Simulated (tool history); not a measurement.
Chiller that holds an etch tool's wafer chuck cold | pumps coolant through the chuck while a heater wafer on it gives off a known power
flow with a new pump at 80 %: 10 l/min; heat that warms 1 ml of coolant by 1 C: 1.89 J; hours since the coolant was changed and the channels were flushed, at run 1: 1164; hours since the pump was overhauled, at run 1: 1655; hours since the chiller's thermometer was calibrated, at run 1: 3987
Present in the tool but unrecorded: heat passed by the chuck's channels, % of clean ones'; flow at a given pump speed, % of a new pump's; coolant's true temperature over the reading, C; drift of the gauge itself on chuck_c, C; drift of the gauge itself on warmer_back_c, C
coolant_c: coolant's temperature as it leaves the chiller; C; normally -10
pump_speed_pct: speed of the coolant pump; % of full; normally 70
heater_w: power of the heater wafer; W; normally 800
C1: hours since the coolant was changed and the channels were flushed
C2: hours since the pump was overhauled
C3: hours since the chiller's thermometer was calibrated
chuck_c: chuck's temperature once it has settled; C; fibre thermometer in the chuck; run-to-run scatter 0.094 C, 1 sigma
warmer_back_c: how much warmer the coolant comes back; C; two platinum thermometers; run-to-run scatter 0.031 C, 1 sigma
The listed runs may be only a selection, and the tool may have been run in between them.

Run 1, hour 0: usual settings; C1 1164; C2 1655; C3 3987. Result: chuck_c -3.29 C, warmer_back_c 3.01 C.
Run 2, hour 77: usual settings; C1 1241; C2 1732; C3 4064. Result: chuck_c -3.49 C, warmer_back_c 3.04 C.
Run 3, hour 164.5: usual settings; C1 1329; C2 1820; C3 4151. Result: chuck_c -3.49 C, warmer_back_c 3.09 C.
Run 4, hour 237.1: usual settings; C1 1401; C2 1892; C3 4224. Result: chuck_c -3.63 C, warmer_back_c 3.07 C.
Run 5, hour 313.3: usual settings but heater_w 643 W; C1 1478; C2 1968; C3 4300. Result: chuck_c -4.94 C, warmer_back_c 2.49 C.
Run 6, hour 389.9: usual settings but heater_w 643 W; C1 1554; C2 2045; C3 4376. Result: chuck_c -4.94 C, warmer_back_c 2.53 C.
Run 7, hour 447: usual settings; C1 1611; C2 2102; C3 4434. Result: chuck_c -3.41 C, warmer_back_c 3.07 C.
Run 8, hour 531.5: usual settings; C1 1696; C2 2187; C3 4518. Result: chuck_c -3.5 C, warmer_back_c 3.08 C.
Run 9, hour 582.7: usual settings; C1 1747; C2 2238; C3 4569. Result: chuck_c -3.71 C, warmer_back_c 3.12 C.
Run 10, hour 636: usual settings; C1 1800; C2 2291; C3 4623. Result: chuck_c -3.55 C, warmer_back_c 3.1 C.
Run 11, hour 708.6: usual settings; C1 1873; C2 2364; C3 4695. Result: chuck_c -3.49 C, warmer_back_c 3.11 C.
Run 12, hour 802.4: usual settings; C1 1967; C2 2457; C3 4789. Result: chuck_c -3.47 C, warmer_back_c 3.13 C.
Run 13, hour 846.2: usual settings; C1 2010; C2 2501; C3 4833. Result: chuck_c -3.41 C, warmer_back_c 3.11 C.
Run 14, hour 920.7: usual settings; C1 2085; C2 2576; C3 4907. Result: chuck_c -3.37 C, warmer_back_c 3.14 C.
Run 15, hour 1020.5: usual settings; C1 2185; C2 2676; C3 5007. Result: chuck_c -3.42 C, warmer_back_c 3.17 C.
At hour 1068.6: chiller's thermometer calibrated.
Run 16, hour 1072.4: usual settings; C1 2236; C2 2726; C3 4. Result: chuck_c -2.35 C, warmer_back_c 3.18 C.
Run 17, hour 1157: usual settings but heater_w 1047 W; C1 2320; C2 2811; C3 88. Result: chuck_c -0.35 C, warmer_back_c 4.13 C.
Run 18, hour 1246: usual settings but coolant_c -15 C, pump_speed_pct 68 % of full, heater_w 1009 W; C1 2409; C2 2900; C3 177. Result: chuck_c -5.51 C, warmer_back_c 4.12 C.
Run 19, hour 1321.6: usual settings but pump_speed_pct 61 % of full, heater_w 605 W; C1 2485; C2 2976; C3 253. Result: chuck_c -3.59 C, warmer_back_c 2.8 C.
Run 20, hour 1384.2: usual settings but pump_speed_pct 61 % of full, heater_w 605 W; C1 2547; C2 3038; C3 316. Result: chuck_c -3.75 C, warmer_back_c 2.71 C.
Run 21, hour 1478: usual settings but coolant_c -9 C, pump_speed_pct 63 % of full, heater_w 436 W; C1 2641; C2 3132; C3 409. Result: chuck_c -4.44 C, warmer_back_c 1.97 C.
Run 22, hour 1534.4: usual settings but coolant_c -9 C, pump_speed_pct 63 % of full, heater_w 436 W; C1 2698; C2 3188; C3 466. Result: chuck_c -4.68 C, warmer_back_c 1.93 C.
Run 23, hour 1595.9: usual settings but coolant_c -13 C, pump_speed_pct 83 % of full, heater_w 1196 W; C1 2759; C2 3250; C3 527. Result: chuck_c -3.01 C, warmer_back_c 4.02 C.
Run 24, hour 1641.8: usual settings but pump_speed_pct 76 % of full, heater_w 856 W; C1 2805; C2 3296; C3 573. Result: chuck_c -2.31 C, warmer_back_c 3.1 C.
Run 25, hour 1712.4: usual settings but pump_speed_pct 76 % of full, heater_w 856 W; C1 2876; C2 3366; C3 644. Result: chuck_c -2.37 C, warmer_back_c 3.11 C.
Run 26, hour 1797.6: usual settings but pump_speed_pct 76 % of full, heater_w 856 W; C1 2961; C2 3452; C3 729. Result: chuck_c -2.37 C, warmer_back_c 3.15 C.
Run 27, hour 1886.6: usual settings but pump_speed_pct 76 % of full, heater_w 856 W; C1 3050; C2 3541; C3 818. Result: chuck_c -2.69 C, warmer_back_c 3.18 C.
Run 28, hour 1968.1: usual settings but coolant_c -18 C, pump_speed_pct 62 % of full, heater_w 1114 W; C1 3131; C2 3622; C3 900. Result: chuck_c -6.29 C, warmer_back_c 5.06 C.
Run 29, hour 2066.6: usual settings but coolant_c -9 C, heater_w 920 W; C1 3230; C2 3721; C3 998. Result: chuck_c -0.35 C, warmer_back_c 3.73 C.
Run 30, hour 2145.5: usual settings but pump_speed_pct 64 % of full, heater_w 799 W; C1 3309; C2 3800; C3 1077. Result: chuck_c -1.99 C, warmer_back_c 3.51 C.
Run 31, hour 2242.7: usual settings but pump_speed_pct 64 % of full, heater_w 799 W; C1 3406; C2 3897; C3 1174. Result: chuck_c -1.88 C, warmer_back_c 3.59 C.
Run 32, hour 2314.8: usual settings but pump_speed_pct 64 % of full, heater_w 799 W; C1 3478; C2 3969; C3 1246. Result: chuck_c -1.66 C, warmer_back_c 3.65 C.

Predict each of these 3 candidate next runs independently; none follows another, all start after run 32:
Run A, hour 2372.3: usual settings but coolant_c -14 C, pump_speed_pct 87 % of full, heater_w 739 W; C1 3536; C2 4026; C3 1304. Result: chuck_c ?, warmer_back_c ?.
Run B, hour 2372.3: usual settings but pump_speed_pct 64 % of full, heater_w 643 W; C1 3536; C2 4026; C3 1304. Result: chuck_c ?, warmer_back_c ?.
Run C, hour 2372.3: usual settings but coolant_c -11 C, pump_speed_pct 64 % of full, heater_w 547 W; C1 3536; C2 4026; C3 1304. Result: chuck_c ?, warmer_back_c ?.

run  chuck_c  warmer_back_c
  A    -7.99           2.43
  B    -3.37           2.92
  C    -5.38           2.51
Had the tool no hidden state, the same runs would have come out as:
run  chuck_c  warmer_back_c
  A    -8.64           2.17
  B    -4.09           2.61
  C    -5.97           2.24
